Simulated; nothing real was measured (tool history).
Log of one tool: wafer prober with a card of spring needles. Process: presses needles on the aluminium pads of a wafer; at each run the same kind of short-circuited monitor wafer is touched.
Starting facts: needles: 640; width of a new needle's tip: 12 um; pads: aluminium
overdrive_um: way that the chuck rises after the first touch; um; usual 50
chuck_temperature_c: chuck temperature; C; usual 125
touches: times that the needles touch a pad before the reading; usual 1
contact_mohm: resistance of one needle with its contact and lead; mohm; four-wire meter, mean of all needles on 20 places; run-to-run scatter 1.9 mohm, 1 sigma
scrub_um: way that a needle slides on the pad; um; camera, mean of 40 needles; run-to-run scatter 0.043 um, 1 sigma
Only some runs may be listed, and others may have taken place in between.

{"run": 1, "hour": 0.0, "overdrive_um": 50, "chuck_temperature_c": 125, "touches": 1, "contact_mohm": 354, "scrub_um": 10.87}
{"hour": 6.2, "done": "tips cleaned on abrasive film"}
{"run": 2, "hour": 11.8, "overdrive_um": 50, "chuck_temperature_c": 125, "touches": 1, "contact_mohm": 298, "scrub_um": 10.9}
{"run": 3, "hour": 22.0, "overdrive_um": 55, "chuck_temperature_c": 125, "touches": 1, "contact_mohm": 333, "scrub_um": 11.98}
{"hour": 26.1, "done": "tips cleaned on abrasive film"}
{"run": 4, "hour": 33.4, "overdrive_um": 55, "chuck_temperature_c": 125, "touches": 1, "contact_mohm": 296, "scrub_um": 12.0}
{"run": 5, "hour": 39.8, "overdrive_um": 50, "chuck_temperature_c": 125, "touches": 1, "contact_mohm": 355, "scrub_um": 10.92}
{"run": 6, "hour": 45.5, "overdrive_um": 50, "chuck_temperature_c": 39, "touches": 1, "contact_mohm": 375, "scrub_um": 10.82}
{"hour": 46.4, "done": "tips cleaned on abrasive film"}
{"run": 7, "hour": 51.9, "overdrive_um": 50, "chuck_temperature_c": 39, "touches": 1, "contact_mohm": 290, "scrub_um": 10.83}
{"run": 8, "hour": 60.1, "overdrive_um": 50, "chuck_temperature_c": 39, "touches": 1, "contact_mohm": 355, "scrub_um": 10.85}
{"hour": 66.5, "done": "tips cleaned on abrasive film"}
{"run": 9, "hour": 67.0, "overdrive_um": 50, "chuck_temperature_c": 39, "touches": 1, "contact_mohm": 207, "scrub_um": 10.88}

Run 10 is up next; what results do you expect?
{"run": 10, "hour": 73.6, "overdrive_um": 50, "chuck_temperature_c": 39, "touches": 1, "contact_mohm": "?", "scrub_um": "?"}

Run 10 yielded contact_mohm 309 mohm, scrub_um 10.79 um.
Without the tool's hidden state the same run would have given contact_mohm 178 mohm, scrub_um 11.17 um.
